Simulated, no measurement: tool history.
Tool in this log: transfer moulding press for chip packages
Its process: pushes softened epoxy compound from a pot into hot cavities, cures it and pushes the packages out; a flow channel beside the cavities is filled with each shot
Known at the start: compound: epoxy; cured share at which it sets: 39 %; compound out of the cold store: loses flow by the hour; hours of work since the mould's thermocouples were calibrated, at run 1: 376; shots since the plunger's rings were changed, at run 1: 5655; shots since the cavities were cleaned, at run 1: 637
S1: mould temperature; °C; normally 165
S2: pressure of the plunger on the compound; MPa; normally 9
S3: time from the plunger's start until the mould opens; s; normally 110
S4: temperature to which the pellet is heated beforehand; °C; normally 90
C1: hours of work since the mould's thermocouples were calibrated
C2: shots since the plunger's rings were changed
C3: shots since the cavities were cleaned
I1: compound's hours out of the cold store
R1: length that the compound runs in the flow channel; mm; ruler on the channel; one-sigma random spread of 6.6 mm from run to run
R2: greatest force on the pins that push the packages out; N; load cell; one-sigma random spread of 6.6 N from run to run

Run 1, hour 0: usual settings; C1 376; C2 5655; C3 637; I1 13.6. Result: R1 669 mm, R2 396 N.
At hour 39.8: mould's thermocouples calibrated.
At hour 46.4: cavities cleaned with cleaning compound and waxed.
Run 2, hour 46.4: usual settings but S1 172 °C; C1 2; C2 5984; C3 0; I1 28.5. Result: R1 620 mm, R2 254 N.
Run 3, hour 85.6: usual settings; C1 20; C2 6283; C3 299; I1 34.4. Result: R1 616 mm, R2 343 N.
At hour 155.7: plunger's sealing rings changed.
Run 4, hour 160: usual settings; C1 52; C2 33; C3 849; I1 28.6. Result: R1 676 mm, R2 421 N.
At hour 177.6: cavities cleaned with cleaning compound and waxed.
Run 5, hour 214.1: usual settings but S3 114 s; C1 76; C2 435; C3 279; I1 9.7. Result: R1 729 mm, R2 327 N.
Run 6, hour 266.8: usual settings but S2 9.84 MPa; C1 100; C2 838; C3 682; I1 29. Result: R1 705 mm, R2 416 N.
At hour 305.2: cavities cleaned with cleaning compound and waxed.
Run 7, hour 335.6: usual settings but S2 9.84 MPa; C1 130; C2 1352; C3 232; I1 32.7. Result: R1 689 mm, R2 318 N.
At hour 383.7: mould's thermocouples calibrated, once more.
Run 8, hour 399.8: usual settings but S2 9.84 MPa; C1 7; C2 1828; C3 708; I1 18.6. Result: R1 730 mm, R2 399 N.
At hour 437.8: cavities cleaned with cleaning compound and waxed.
Run 9, hour 474: usual settings; C1 40; C2 2384; C3 277; I1 21.8. Result: R1 689 mm, R2 334 N.
Run 10, hour 510.6: usual settings but S2 10.52 MPa; C1 57; C2 2664; C3 557; I1 26.8. Result: R1 721 mm, R2 364 N.
At hour 565.4: cavities cleaned with cleaning compound and waxed.
Run 11, hour 579: usual settings but S2 10.52 MPa; C1 87; C2 3175; C3 104; I1 15. Result: R1 751 mm, R2 290 N.
Run 12, hour 657.1: usual settings but S2 7.83 MPa; C1 122; C2 3773; C3 702; I1 43.4. Result: R1 587 mm, R2 403 N.
At hour 693.9: cavities cleaned with cleaning compound and waxed.
Run 13, hour 695.9: usual settings but S2 7.83 MPa; C1 139; C2 4057; C3 15; I1 21.1. Result: R1 614 mm, R2 264 N.
Run 14, hour 746.6: usual settings but S3 129 s; C1 162; C2 4445; C3 403; I1 18.4. Result: R1 667 mm, R2 348 N.
Run 15, hour 781.5: usual settings but S3 129 s; C1 177; C2 4712; C3 670; I1 43.4. Result: R1 624 mm, R2 378 N.
Run 16, hour 813.6: usual settings but S1 162 °C, S2 9.32 MPa, S3 94 s; C1 192; C2 4958; C3 916; I1 11.6. Result: R1 701 mm, R2 568 N.
At hour 825.6: cavities cleaned with cleaning compound and waxed.
Run 17, hour 847.2: usual settings but S2 8.49 MPa; C1 206; C2 5203; C3 165; I1 23.7. Result: R1 629 mm, R2 307 N.
Run 18, hour 918.2: usual settings but S1 169 °C, S2 8.49 MPa; C1 238; C2 5746; C3 708; I1 27.2. Result: R1 610 mm, R2 364 N.
At hour 953.3: cavities cleaned with cleaning compound and waxed.
Run 19, hour 972.4: usual settings but S1 166 °C, S2 7.82 MPa, S3 95 s, S4 99 °C; C1 262; C2 6149; C3 146; I1 30.6. Result: R1 581 mm, R2 324 N.
Run 20, hour 1045.1: usual settings but S1 167 °C, S2 10.95 MPa, S3 113 s, S4 92 °C; C1 295; C2 6705; C3 702; I1 37. Result: R1 659 mm, R2 397 N.
At hour 1060.6: plunger's sealing rings changed.
At hour 1084.3: cavities cleaned with cleaning compound and waxed.
Run 21, hour 1098.2: usual settings but S1 167 °C, S2 10.95 MPa, S3 113 s, S4 92 °C; C1 317; C2 277; C3 107; I1 25.6. Result: R1 758 mm, R2 287 N.
Run 22, hour 1175.1: usual settings but S1 167 °C, S2 10.95 MPa, S3 113 s, S4 92 °C; C1 352; C2 864; C3 694; I1 37.7. Result: R1 707 mm, R2 390 N.
At hour 1214.1: cavities cleaned with cleaning compound and waxed.
Run 23, hour 1251: usual settings but S1 167 °C, S2 10.95 MPa, S3 113 s, S4 92 °C; C1 385; C2 1433; C3 282; I1 31.8. Result: R1 727 mm, R2 321 N.
At hour 1268.3: mould's thermocouples calibrated.
Run 24, hour 1316.5: usual settings but S1 167 °C, S2 10.95 MPa, S3 113 s, S4 89 °C; C1 22; C2 1919; C3 768; I1 40.1. Result: R1 704 mm, R2 402 N.
At hour 1348: cavities cleaned with cleaning compound and waxed.
Run 25, hour 1360.2: usual settings but S1 164 °C, S2 10.55 MPa, S4 93 °C; C1 41; C2 2241; C3 93; I1 31.4. Result: R1 711 mm, R2 293 N.
Run 26, hour 1427.4: usual settings but S2 8.91 MPa, S3 150 s; C1 71; C2 2755; C3 607; I1 37.5. Result: R1 644 mm, R2 372 N.
At hour 1475.7: cavities cleaned with cleaning compound and waxed.
Run 27, hour 1506.3: usual settings but S2 8.91 MPa, S3 150 s; C1 106; C2 3347; C3 234; I1 18.3. Result: R1 679 mm, R2 305 N.

Branching from run 27: 5 alternative next runs. What would each branch give?
Run A, hour 1555.6: usual settings but S1 164 °C; C1 128; C2 3724; C3 611; I1 45.6. Result: R1 ?, R2 ?.
Run B, hour 1555.6: usual settings but S2 8.48 MPa, S4 86 °C; C1 128; C2 3724; C3 611; I1 27.5. Result: R1 ?, R2 ?.
Run C, hour 1555.6: usual settings but S3 147 s; C1 128; C2 3724; C3 611; I1 42.6. Result: R1 ?, R2 ?.
Run D, hour 1555.6: usual settings but S1 166 °C, S2 8.91 MPa, S3 150 s, S4 95 °C; C1 128; C2 3724; C3 611; I1 16.8. Result: R1 ?, R2 ?.
Run E, hour 1555.6: usual settings but S1 164 °C; C1 128; C2 3724; C3 611; I1 44.1. Result: R1 ?, R2 ?.

run   R1   R2
  A  613  393
  B  633  394
  C  608  376
  D  671  375
  E  621  400
Without the tool's unlogged condition, the same runs would have read:
run   R1   R2
  A  646  261
  B  667  261
  C  640  247
  D  706  245
  E  654  264

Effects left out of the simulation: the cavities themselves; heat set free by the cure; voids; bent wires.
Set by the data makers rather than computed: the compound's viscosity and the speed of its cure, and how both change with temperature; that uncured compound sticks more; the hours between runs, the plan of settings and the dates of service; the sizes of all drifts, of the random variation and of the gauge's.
